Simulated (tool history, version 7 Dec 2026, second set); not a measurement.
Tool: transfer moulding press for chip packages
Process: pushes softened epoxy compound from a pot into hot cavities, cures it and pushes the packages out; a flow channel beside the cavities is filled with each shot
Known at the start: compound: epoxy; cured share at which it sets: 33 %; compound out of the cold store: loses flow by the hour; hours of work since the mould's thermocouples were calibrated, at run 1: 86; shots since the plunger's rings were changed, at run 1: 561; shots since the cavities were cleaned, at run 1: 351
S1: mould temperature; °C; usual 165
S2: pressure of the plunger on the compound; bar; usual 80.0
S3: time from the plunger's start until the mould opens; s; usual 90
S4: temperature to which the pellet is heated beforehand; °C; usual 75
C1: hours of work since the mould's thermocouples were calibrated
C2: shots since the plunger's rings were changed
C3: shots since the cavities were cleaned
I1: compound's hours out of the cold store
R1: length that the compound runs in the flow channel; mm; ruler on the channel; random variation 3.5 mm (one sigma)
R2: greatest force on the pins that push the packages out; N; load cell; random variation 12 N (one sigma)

| run | hour | S1 | S2 | S3 | S4 | C1 | C2 | C3 | I1 | R1 | R2 |
|---|---|---|---|---|---|---|---|---|---|---|---|
| 1 | 0.0 | 165 | 80.0 | 90 | 75 | 86 | 561 | 351 | 19.2 | 565 | 906 |
|  | 5.7 | cavities cleaned with cleaning compound and waxed |
| 2 | 22.2 | 165 | 80.0 | 90 | 75 | 102 | 908 | 276 | 27.5 | 539 | 823 |
|  | 33.0 | cavities cleaned with cleaning compound and waxed |
| 3 | 53.5 | 165 | 80.0 | 90 | 75 | 126 | 1408 | 344 | 17.4 | 563 | 890 |
|  | 60.6 | cavities cleaned with cleaning compound and waxed |
| 4 | 78.5 | 165 | 75.5 | 90 | 75 | 144 | 1804 | 300 | 38.8 | 484 | 808 |
|  | 89.0 | cavities cleaned with cleaning compound and waxed |
| 5 | 97.2 | 165 | 80.0 | 90 | 68 | 158 | 2093 | 138 | 10.0 | 573 | 773 |
|  | 116.3 | cavities cleaned with cleaning compound and waxed |
| 6 | 118.2 | 165 | 80.0 | 106 | 75 | 173 | 2419 | 31 | 29.0 | 523 | 507 |
|  | 145.5 | cavities cleaned with cleaning compound and waxed |
| 7 | 148.3 | 165 | 80.0 | 106 | 75 | 196 | 2899 | 46 | 29.6 | 518 | 536 |
|  | 174.0 | cavities cleaned with cleaning compound and waxed |
| 8 | 180.4 | 165 | 80.0 | 90 | 75 | 220 | 3413 | 108 | 47.9 | 472 | 633 |
| 9 | 198.8 | 165 | 80.0 | 90 | 75 | 235 | 3723 | 418 | 33.3 | 501 | 864 |
|  | 202.4 | cavities cleaned with cleaning compound and waxed |
| 10 | 213.9 | 165 | 80.0 | 90 | 75 | 245 | 3950 | 193 | 46.2 | 470 | 752 |
|  | 229.1 | cavities cleaned with cleaning compound and waxed |
| 11 | 243.7 | 165 | 80.0 | 90 | 78 | 268 | 4426 | 246 | 16.8 | 534 | 791 |
|  | 255.8 | cavities cleaned with cleaning compound and waxed |
| 12 | 260.8 | 165 | 80.0 | 90 | 78 | 280 | 4688 | 84 | 13.9 | 543 | 700 |
|  | 282.8 | cavities cleaned with cleaning compound and waxed |
| 13 | 287.7 | 165 | 80.0 | 90 | 78 | 300 | 5114 | 83 | 47.0 | 459 | 649 |
|  | 297.8 | plunger's sealing rings changed |
| 14 | 306.6 | 165 | 80.0 | 90 | 78 | 313 | 148 | 359 | 37.3 | 517 | 830 |
|  | 312.8 | cavities cleaned with cleaning compound and waxed |
| 15 | 331.2 | 165 | 80.0 | 79 | 85 | 331 | 535 | 309 | 9.9 | 589 | 1103 |
|  | 340.8 | cavities cleaned with cleaning compound and waxed |
| 16 | 359.3 | 165 | 96.7 | 126 | 68 | 352 | 982 | 311 | 10.8 | 641 | 626 |
|  | 367.8 | cavities cleaned with cleaning compound and waxed |
| 17 | 387.0 | 165 | 80.0 | 90 | 74 | 373 | 1422 | 322 | 32.5 | 521 | 829 |
|  | 396.3 | cavities cleaned with cleaning compound and waxed |
| 18 | 416.6 | 165 | 80.0 | 90 | 74 | 395 | 1893 | 340 | 37.4 | 504 | 779 |
|  | 423.7 | cavities cleaned with cleaning compound and waxed |
| 19 | 435.8 | 172 | 83.8 | 90 | 75 | 409 | 2191 | 204 | 20.7 | 538 | 585 |
|  | 451.9 | cavities cleaned with cleaning compound and waxed |
| 20 | 452.3 | 172 | 83.8 | 90 | 75 | 421 | 2442 | 6 | 21.8 | 534 | 463 |
| 21 | 466.4 | 169 | 80.0 | 90 | 75 | 432 | 2679 | 243 | 44.2 | 471 | 620 |
|  | 479.4 | cavities cleaned with cleaning compound and waxed |
| 22 | 482.5 | 166 | 74.3 | 126 | 77 | 444 | 2924 | 51 | 20.7 | 519 | 467 |
| 23 | 496.6 | 166 | 74.3 | 126 | 77 | 455 | 3161 | 288 | 9.9 | 546 | 589 |
|  | 506.0 | cavities cleaned with cleaning compound and waxed |
| 24 | 512.1 | 166 | 74.3 | 126 | 77 | 466 | 3396 | 102 | 33.2 | 484 | 483 |
| 25 | 527.8 | 167 | 80.0 | 90 | 83 | 479 | 3659 | 365 | 23.4 | 525 | 763 |
|  | 532.9 | cavities cleaned with cleaning compound and waxed |
| 26 | 551.3 | 158 | 60.4 | 125 | 82 | 496 | 4028 | 309 | 16.3 | 493 | 731 |
|  | 559.3 | cavities cleaned with cleaning compound and waxed |
| 27 | 570.3 | 163 | 60.5 | 112 | 82 | 510 | 4323 | 185 | 15.8 | 473 | 613 |
|  | 587.9 | cavities cleaned with cleaning compound and waxed |
| 28 | 596.9 | 163 | 96.3 | 112 | 82 | 530 | 4744 | 151 | 45.1 | 521 | 565 |

Some steps in R1 between neighbouring runs. How much of each would the tool show without its hidden state too (settings, what came in, random variation), and how much is left for the hidden state, with any gauge scatter that isn't in both results?
The hidden state here: true mould temperature over the reading, C; pressure that reaches the compound, % of what is set; grip of the stained cavities, % over clean ones'; drift of the gauge itself on flow_mm, %; drift of the gauge itself on push_out_n, %.
Run 4 -> 5: S2 75.5 -> 80.0, S4 75 -> 68, cavities cleaned with cleaning compound and waxed. R1 +89 mm: hidden state -6, all else +95.
Run 10 -> 11: S4 75 -> 78, cavities cleaned with cleaning compound and waxed. R1 +64 mm: hidden state -9, all else +73.
Run 13 -> 14: plunger's sealing rings changed. R1 +58 mm: hidden state +36, all else +22.
Run 16 -> 17: S2 96.7 -> 80.0, S3 126 -> 90, S4 68 -> 74, cavities cleaned with cleaning compound and waxed. R1 -120 mm: hidden state -1, all else -119.
